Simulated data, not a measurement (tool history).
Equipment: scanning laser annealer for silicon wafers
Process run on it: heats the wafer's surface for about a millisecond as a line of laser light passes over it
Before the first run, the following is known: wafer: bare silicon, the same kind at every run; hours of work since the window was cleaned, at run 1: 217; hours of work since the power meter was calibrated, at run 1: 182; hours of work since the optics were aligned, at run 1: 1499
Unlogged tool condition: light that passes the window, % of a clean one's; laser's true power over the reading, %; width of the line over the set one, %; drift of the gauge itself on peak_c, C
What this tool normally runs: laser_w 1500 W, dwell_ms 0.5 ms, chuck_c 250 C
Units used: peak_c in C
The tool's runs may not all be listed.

run,day,laser_w,dwell_ms,chuck_c,hours of work since the window was cleaned,hours of work since the power meter was calibrated,hours of work since the optics were aligned,peak_c
1,0,1500,0.5,250,217,182,1499,976
2,1.742,1500,0.5,250,239,204,1522,973
3,3.35,1500,0.5,283,260,225,1542,1009
4,5.062,1500,0.5,283,282,247,1564,1008
5,6.754,1500,0.5,283,304,269,1586,1008
6,8.462,1500,0.5,283,326,290,1608,1006
7,10.3,1500,0.5,283,349,314,1632,1004
8,11.271,1500,0.5,250,362,327,1644,970
9,13.017,1279,0.5,250,384,349,1667,840
10,14.258,1279,0.5,250,400,365,1682,837
11,16.112,1500,0.5,250,424,389,1706,969
12,18.017,1500,0.5,286,448,413,1731,1010
13,19.867,1500,0.5,250,472,437,1754,972
14,21.396,1500,0.5,262,492,456,1774,981
15,23.225,1500,0.5,211,515,480,1797,931
16,24.25,1503,0.5,250,528,493,1811,968
17,25.6,1640,0.41,225,546,510,1828,951
18,27.508,1300,0.43,268,570,535,1852,823
19,29.1,1500,0.463,281,591,555,1873,971
# day 29.462: optics aligned, line set to its width
20,30.65,1463,0.551,258,608,572,15,987
21,32.4,1304,0.554,280,630,595,38,910
22,33.621,1331,0.495,231,646,611,53,841
23,35.275,1455,0.5,250,667,632,75,937
24,37.196,1286,0.421,250,692,656,99,787
# day 37.846: optics aligned, line set to its width, once more
25,38.608,1286,0.421,250,707,672,10,800
26,39.875,1443,0.596,233,723,688,26,996
27,41.188,1474,0.5,253,740,705,43,972
28,42.3,1474,0.5,253,755,719,57,967
29,43.992,1474,0.5,253,776,741,79,970
30,45.562,1474,0.5,253,796,761,99,964
31,47.042,1578,0.427,253,815,780,118,970
32,48.929,1578,0.517,269,840,804,142,1059

Alternative continuations, all from the tool just after run 32; predict every row:
# day 50.058: window over the wafer cleaned
A,50.396,1534,0.425,250,4,822,160,?
# day 50.058: window over the wafer cleaned
B,50.396,1395,0.399,258,4,822,160,?
# day 50.058: window over the wafer cleaned
C,50.396,1373,0.5,266,4,822,160,?
# day 50.058: window over the wafer cleaned
D,50.396,1492,0.5,212,4,822,160,?

run,peak_c
A,953
B,862
C,933
D,950
What these runs would have given with no unlogged condition in the tool:
run,peak_c
A,958
B,865
C,937
D,954
